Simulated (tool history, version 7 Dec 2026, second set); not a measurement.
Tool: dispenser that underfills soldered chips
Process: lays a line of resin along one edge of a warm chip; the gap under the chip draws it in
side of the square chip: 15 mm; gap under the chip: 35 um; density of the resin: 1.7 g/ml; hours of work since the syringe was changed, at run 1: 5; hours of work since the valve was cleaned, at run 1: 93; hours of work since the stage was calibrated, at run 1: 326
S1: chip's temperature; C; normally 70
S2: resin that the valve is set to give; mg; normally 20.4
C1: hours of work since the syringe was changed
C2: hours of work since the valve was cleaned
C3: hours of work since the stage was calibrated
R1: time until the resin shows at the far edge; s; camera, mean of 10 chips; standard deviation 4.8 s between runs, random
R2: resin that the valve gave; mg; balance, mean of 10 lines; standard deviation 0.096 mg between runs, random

run 1 hour=0.0 | S1=70 S2=20.4 | C1=5 C2=93 C3=326 | R1=619.9 R2=18.54
-- hour=1.8 new syringe of resin
-- hour=10.0 new syringe of resin
run 2 hour=10.4 | S1=70 S2=20.4 | C1=0 C2=101 C3=334 | R1=477.6 R2=18.47
run 3 hour=16.6 | S1=70 S2=20.4 | C1=5 C2=106 C3=339 | R1=619.7 R2=18.35
-- hour=18.2 new syringe of resin
-- hour=26.6 new syringe of resin
run 4 hour=27.4 | S1=70 S2=20.4 | C1=1 C2=114 C3=347 | R1=490.4 R2=18.10
-- hour=35.6 new syringe of resin
run 5 hour=37.6 | S1=70 S2=20.4 | C1=2 C2=122 C3=355 | R1=505.3 R2=17.94
-- hour=44.4 new syringe of resin
-- hour=47.5 dispensing valve cleaned and set on the balance
run 6 hour=48.4 | S1=70 S2=19.8 | C1=2 C2=1 C3=363 | R1=536.4 R2=19.87
-- hour=53.9 new syringe of resin
run 7 hour=58.4 | S1=70 S2=19.8 | C1=4 C2=8 C3=370 | R1=571.8 R2=19.72
-- hour=61.9 new syringe of resin
run 8 hour=67.2 | S1=70 S2=20.4 | C1=4 C2=15 C3=377 | R1=584.9 R2=20.11
-- hour=70.7 new syringe of resin
run 9 hour=72.4 | S1=76 S2=20.4 | C1=1 C2=19 C3=381 | R1=377.4 R2=20.10
-- hour=79.2 new syringe of resin
run 10 hour=81.1 | S1=76 S2=20.4 | C1=1 C2=26 C3=388 | R1=385.6 R2=19.94
-- hour=87.7 new syringe of resin
run 11 hour=91.6 | S1=76 S2=20.4 | C1=3 C2=34 C3=396 | R1=420.5 R2=19.75
-- hour=96.1 new syringe of resin
run 12 hour=101.5 | S1=76 S2=20.4 | C1=4 C2=42 C3=404 | R1=447.1 R2=19.66
-- hour=104.5 new syringe of resin
-- hour=110.4 stage's temperature calibrated
-- hour=113.5 new syringe of resin
run 13 hour=114.4 | S1=76 S2=20.7 | C1=1 C2=51 C3=3 | R1=394.5 R2=19.78
-- hour=121.8 new syringe of resin
run 14 hour=123.1 | S1=85 S2=21.7 | C1=1 C2=57 C3=10 | R1=259.1 R2=20.33
run 15 hour=128.9 | S1=56 S2=22.4 | C1=6 C2=62 C3=14 | R1=1261.8 R2=21.14
-- hour=130.7 new syringe of resin
run 16 hour=136.3 | S1=56 S2=22.4 | C1=4 C2=68 C3=20 | R1=1175.8 R2=20.96
-- hour=139.0 new syringe of resin
-- hour=147.1 new syringe of resin
run 17 hour=147.6 | S1=70 S2=24.5 | C1=0 C2=76 C3=28 | R1=488.9 R2=22.69
-- hour=155.4 new syringe of resin
run 18 hour=156.9 | S1=70 S2=17.9 | C1=1 C2=83 C3=36 | R1=551.6 R2=16.50
-- hour=163.8 new syringe of resin
run 19 hour=165.7 | S1=70 S2=17.9 | C1=2 C2=90 C3=42 | R1=554.6 R2=16.41
run 20 hour=171.4 | S1=70 S2=18.6 | C1=6 C2=95 C3=47 | R1=710.8 R2=16.88
-- hour=172.3 new syringe of resin
run 21 hour=177.2 | S1=70 S2=21.0 | C1=4 C2=99 C3=51 | R1=608.1 R2=18.80
-- hour=180.8 new syringe of resin
run 22 hour=184.1 | S1=59 S2=21.9 | C1=3 C2=104 C3=57 | R1=933.6 R2=19.62
-- hour=189.7 new syringe of resin
run 23 hour=195.6 | S1=59 S2=21.9 | C1=5 C2=113 C3=66 | R1=1052.5 R2=19.61

Predict the results of run 24:
-- hour=198.1 new syringe of resin
run 24 hour=202.1 | S1=67 S2=20.4 | C1=3 C2=118 C3=71 | R1=? R2=?

R1: 635.3 s
R2: 18.18 mg
Had the tool carried no hidden state, the very same run would have given R1 546.2 s, R2 20.49 mg.
